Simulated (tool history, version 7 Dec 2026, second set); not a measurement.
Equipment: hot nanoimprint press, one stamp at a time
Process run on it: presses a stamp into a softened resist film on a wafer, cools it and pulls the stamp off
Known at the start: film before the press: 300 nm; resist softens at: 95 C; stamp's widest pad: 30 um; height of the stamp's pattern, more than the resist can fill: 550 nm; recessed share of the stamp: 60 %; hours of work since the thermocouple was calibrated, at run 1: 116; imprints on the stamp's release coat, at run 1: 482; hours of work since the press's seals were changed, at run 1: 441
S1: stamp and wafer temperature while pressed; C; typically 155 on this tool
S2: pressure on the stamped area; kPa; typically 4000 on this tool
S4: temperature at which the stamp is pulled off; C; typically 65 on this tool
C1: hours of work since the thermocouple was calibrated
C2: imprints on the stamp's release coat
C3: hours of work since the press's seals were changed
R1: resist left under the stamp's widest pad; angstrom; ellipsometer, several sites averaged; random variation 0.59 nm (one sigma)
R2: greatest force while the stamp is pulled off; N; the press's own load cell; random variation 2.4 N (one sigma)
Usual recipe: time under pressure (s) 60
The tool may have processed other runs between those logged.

Run 1, hour 0: usual settings; C1 116; C2 482; C3 441. Result: R1 1174 angstrom, R2 147 N.
Run 2, hour 43.8: usual settings but S2 4230 kPa; C1 145; C2 667; C3 470. Result: R1 1150 angstrom, R2 157 N.
Run 3, hour 109: usual settings but S2 4230 kPa, time under pressure (s) 71; C1 188; C2 943; C3 513. Result: R1 1060 angstrom, R2 173 N.
At hour 143.3: stamp cleaned and given a new release coat.
Run 4, hour 178.4: usual settings but S2 4230 kPa, time under pressure (s) 71; C1 230; C2 149; C3 555. Result: R1 1047 angstrom, R2 130 N.
Run 5, hour 222.5: usual settings but S2 4230 kPa, time under pressure (s) 71; C1 259; C2 335; C3 584. Result: R1 1038 angstrom, R2 139 N.
Run 6, hour 271.8: usual settings but S1 147 C, S2 2630 kPa, time under pressure (s) 99, S4 60 C; C1 292; C2 544; C3 617. Result: R1 1777 angstrom, R2 165 N.
Run 7, hour 326.7: usual settings but S1 147 C, S2 2630 kPa, time under pressure (s) 99, S4 60 C; C1 328; C2 776; C3 653. Result: R1 1764 angstrom, R2 168 N.
At hour 333.3: plate thermocouple calibrated.
Run 8, hour 360.3: usual settings but S2 5850 kPa, time under pressure (s) 76, S4 64 C; C1 18; C2 905; C3 674. Result: R1 841 angstrom, R2 168 N.
At hour 398.9: stamp cleaned and given a new release coat.
Run 9, hour 425.2: usual settings but S1 157 C, S2 4260 kPa, time under pressure (s) 38; C1 57; C2 111; C3 712. Result: R1 1143 angstrom, R2 128 N.
Run 10, hour 497.6: usual settings but S1 150 C, S2 5390 kPa, time under pressure (s) 69, S4 56 C; C1 105; C2 417; C3 760. Result: R1 1216 angstrom, R2 169 N.

Consider 4 possible next runs. They are alternatives, not a sequence: every one starts from the tool as it was left by run 10. What does each give?
Run A, hour 568.8: usual settings but S1 144 C, S2 3010 kPa, time under pressure (s) 44; C1 152; C2 718; C3 807. Result: R1 ?, R2 ?.
Run B, hour 568.8: usual settings but S1 150 C, S2 5390 kPa, time under pressure (s) 54, S4 56 C; C1 152; C2 718; C3 807. Result: R1 ?, R2 ?.
Run C, hour 568.8: usual settings but S1 158 C, time under pressure (s) 31; C1 152; C2 718; C3 807. Result: R1 ?, R2 ?.
Run D, hour 568.8: usual settings but S2 6360 kPa, time under pressure (s) 118; C1 152; C2 718; C3 807. Result: R1 ?, R2 ?.

run    R1   R2
  A  2302  161
  B  1327  177
  C  1182  155
  D   639  147
Take away the tool's hidden state, keep each run's random variation, and the runs would have read:
run    R1   R2
  A  2462  137
  B  1483  150
  C  1314  132
  D   715  125
